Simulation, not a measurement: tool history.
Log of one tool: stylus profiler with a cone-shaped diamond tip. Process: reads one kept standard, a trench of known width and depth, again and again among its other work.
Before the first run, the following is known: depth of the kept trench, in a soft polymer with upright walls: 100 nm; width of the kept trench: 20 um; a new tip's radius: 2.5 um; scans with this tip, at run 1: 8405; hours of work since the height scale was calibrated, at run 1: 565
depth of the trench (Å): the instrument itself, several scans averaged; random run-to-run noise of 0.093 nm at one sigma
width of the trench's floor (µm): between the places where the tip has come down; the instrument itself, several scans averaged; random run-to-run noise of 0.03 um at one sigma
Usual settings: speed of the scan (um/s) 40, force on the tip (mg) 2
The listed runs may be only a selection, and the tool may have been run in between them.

run,hour,speed of the scan (um/s),force on the tip (mg),scans with this tip,hours of work since the height scale was calibrated,depth of the trench (Å),width of the trench's floor (µm)
1,0,40,2,8405,565,1009.7,17.94
2,66.7,58,2,9001,605,1009.2,17.83
3,105.8,138,2,9350,629,1009.3,17.3
4,163.7,50,2,9867,664,1010.2,17.82
5,216.3,47,2,10337,695,1009.3,17.91
# hour 224.5: height scale calibrated on a step standard
6,252.8,72,2.58,10658,17,1009.8,17.69
7,308.4,40,4.22,11155,50,1016.6,17.95
8,367,112,1.74,11678,86,1009.1,17.31
9,446.4,112,2.34,12386,133,1009.8,17.34
10,480.9,137,1.54,12694,154,1010.3,16.94

Below are 5 alternative next runs, each starting from the tool's condition after run 10. Predict each:
A,516.4,12,2.68,13012,175,?,?
B,516.4,43,2,13012,175,?,?
C,516.4,20,1.84,13012,175,?,?
D,516.4,82,0.8,13012,175,?,?
E,516.4,89,1.54,13012,175,?,?

run,depth of the trench (Å),width of the trench's floor (µm)
A,1011.9,18
B,1010.6,17.79
C,1009.4,17.89
D,1007.6,17.24
E,1007.7,17.37
With no hidden state in the tool, these same runs would have given:
run,depth of the trench (Å),width of the trench's floor (µm)
A,1008.3,18.53
B,1007,18.32
C,1005.9,18.42
D,1004.1,17.77
E,1004.1,17.9
